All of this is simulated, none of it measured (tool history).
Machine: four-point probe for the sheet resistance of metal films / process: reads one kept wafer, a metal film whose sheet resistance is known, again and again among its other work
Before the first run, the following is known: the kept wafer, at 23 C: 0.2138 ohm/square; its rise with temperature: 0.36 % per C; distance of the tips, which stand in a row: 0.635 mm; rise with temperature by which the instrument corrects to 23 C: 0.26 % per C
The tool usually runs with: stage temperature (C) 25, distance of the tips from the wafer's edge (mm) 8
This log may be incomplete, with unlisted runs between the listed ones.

run	hour	stage temperature (C)	distance of the tips from the wafer's edge (mm)	sheet resistance as the instrument gives it (ohm/square)
1	0	25	8	0.214905
2	10.9	25	8	0.21499
3	25.5	25	8	0.214851
4	41.3	25	8	0.214955
5	57.2	25	8	0.214938
6	72.9	25	17	0.214411
7	84.2	25	17	0.214389
8	91.6	25	17	0.214343
9	101.6	25	8	0.214981
10	112.4	25	8	0.214992
11	124.9	25	8	0.214955
12	136	25	46	0.214254
13	143.2	24	8	0.21478
14	155.1	24	8	0.214787
15	167.7	24	8	0.214759
16	175.8	32	8	0.216403
17	185.2	25	57	0.214228
18	196.7	25	57	0.214257
19	205.6	25	57	0.214179
20	216.8	25	57	0.214193
21	226	34	32	0.216043
22	238.6	34	22	0.216122
23	252.1	34	22	0.216085
24	261.9	33	39	0.215788
25	269.4	19	13	0.213267
26	282.6	19	13	0.213218
27	293.6	29	46	0.215082
28	304.3	30	4	0.218066
29	319.9	30	4	0.218168
30	331.7	26	8	0.215123
31	340	26	8	0.215094
32	354.7	25	8	0.214954
33	367.6	25	15	0.214461
34	378.3	28	55	0.214757
35	394.8	28	7	0.21578
36	408.7	20	39	0.21318

What does the tool deliver on the next run?
37	417.5	20	39	?

{"run 37": {"sheet resistance as the instrument gives it (ohm/square)": 0.213184}}
Minus the tool's unlogged condition, the same run would have read sheet resistance as the instrument gives it (ohm/square) 0.21319.
